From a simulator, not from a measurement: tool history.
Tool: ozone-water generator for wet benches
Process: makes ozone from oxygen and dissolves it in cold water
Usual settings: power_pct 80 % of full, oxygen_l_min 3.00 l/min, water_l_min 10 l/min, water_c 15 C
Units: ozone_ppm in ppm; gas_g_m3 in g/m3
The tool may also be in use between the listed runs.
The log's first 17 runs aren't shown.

Run 18, day 42.921: usual settings but oxygen_l_min 4.36 l/min, water_l_min 11 l/min, water_c 14 C. Result: ozone_ppm 29.3 ppm, gas_g_m3 191.0 g/m3.
Run 19, day 45.158: usual settings but oxygen_l_min 4.36 l/min, water_l_min 11 l/min, water_c 14 C. Result: ozone_ppm 29.4 ppm, gas_g_m3 192.3 g/m3.
Run 20, day 49.271: usual settings but power_pct 81 % of full, oxygen_l_min 2.18 l/min, water_c 16 C. Result: ozone_ppm 27.3 ppm, gas_g_m3 251.8 g/m3.
Run 21, day 53.088: usual settings but power_pct 81 % of full, oxygen_l_min 2.18 l/min, water_c 16 C. Result: ozone_ppm 27.0 ppm, gas_g_m3 250.8 g/m3.
Run 22, day 55.692: usual settings but power_pct 62 % of full, water_c 20 C. Result: ozone_ppm 23.8 ppm, gas_g_m3 194.2 g/m3.
Run 23, day 58.338: usual settings but power_pct 44 % of full, oxygen_l_min 3.13 l/min, water_l_min 15 l/min, water_c 9 C. Result: ozone_ppm 16.7 ppm, gas_g_m3 159.3 g/m3.
At day 58.925: water thermometer calibrated.
Run 24, day 61.167: usual settings but power_pct 87 % of full, oxygen_l_min 3.33 l/min, water_l_min 8 l/min, water_c 9 C. Result: ozone_ppm 39.8 ppm, gas_g_m3 224.9 g/m3.
Run 25, day 63.383: usual settings but power_pct 87 % of full, oxygen_l_min 3.33 l/min, water_l_min 8 l/min, water_c 9 C. Result: ozone_ppm 39.9 ppm, gas_g_m3 223.7 g/m3.
Run 26, day 66.938: usual settings but power_pct 87 % of full, oxygen_l_min 3.33 l/min, water_l_min 8 l/min, water_c 9 C. Result: ozone_ppm 40.0 ppm, gas_g_m3 221.0 g/m3.
Run 27, day 69.221: usual settings but power_pct 82 % of full, oxygen_l_min 1.69 l/min, water_l_min 13 l/min, water_c 11 C. Result: ozone_ppm 21.1 ppm, gas_g_m3 274.8 g/m3.
Run 28, day 72.117: usual settings but power_pct 82 % of full, oxygen_l_min 1.69 l/min, water_l_min 13 l/min, water_c 11 C. Result: ozone_ppm 21.3 ppm, gas_g_m3 275.0 g/m3.
Run 29, day 75.900: usual settings but power_pct 63 % of full, oxygen_l_min 2.35 l/min, water_l_min 9 l/min, water_c 11 C. Result: ozone_ppm 28.2 ppm, gas_g_m3 212.5 g/m3.
Run 30, day 78.504: usual settings but power_pct 66 % of full. Result: ozone_ppm 26.3 ppm, gas_g_m3 199.6 g/m3.
Run 31, day 81.671: usual settings but oxygen_l_min 2.02 l/min. Result: ozone_ppm 26.3 ppm, gas_g_m3 253.1 g/m3.
Run 32, day 84.025: usual settings but oxygen_l_min 2.02 l/min, water_l_min 7 l/min. Result: ozone_ppm 34.6 ppm, gas_g_m3 251.7 g/m3.
Run 33, day 87.354: usual settings but oxygen_l_min 2.02 l/min, water_l_min 7 l/min. Result: ozone_ppm 35.0 ppm, gas_g_m3 255.6 g/m3.

Forecast each of these 3 alternatives for the next run:
Run A, day 90.488: usual settings but oxygen_l_min 2.02 l/min, water_l_min 9 l/min. Result: ozone_ppm ?, gas_g_m3 ?.
Run B, day 90.488: usual settings but power_pct 97 % of full, water_c 10 C. Result: ozone_ppm ?, gas_g_m3 ?.
Run C, day 90.488: usual settings but power_pct 42 % of full, water_l_min 13 l/min, water_c 12 C. Result: ozone_ppm ?, gas_g_m3 ?.

run  ozone_ppm  gas_g_m3
  A       28.9     254.2
  B       34.5     243.1
  C       17.3     158.9
Without the tool's hidden state the same runs would have given:
run  ozone_ppm  gas_g_m3
  A       30.0     260.8
  B       36.0     250.0
  C       17.9     161.7
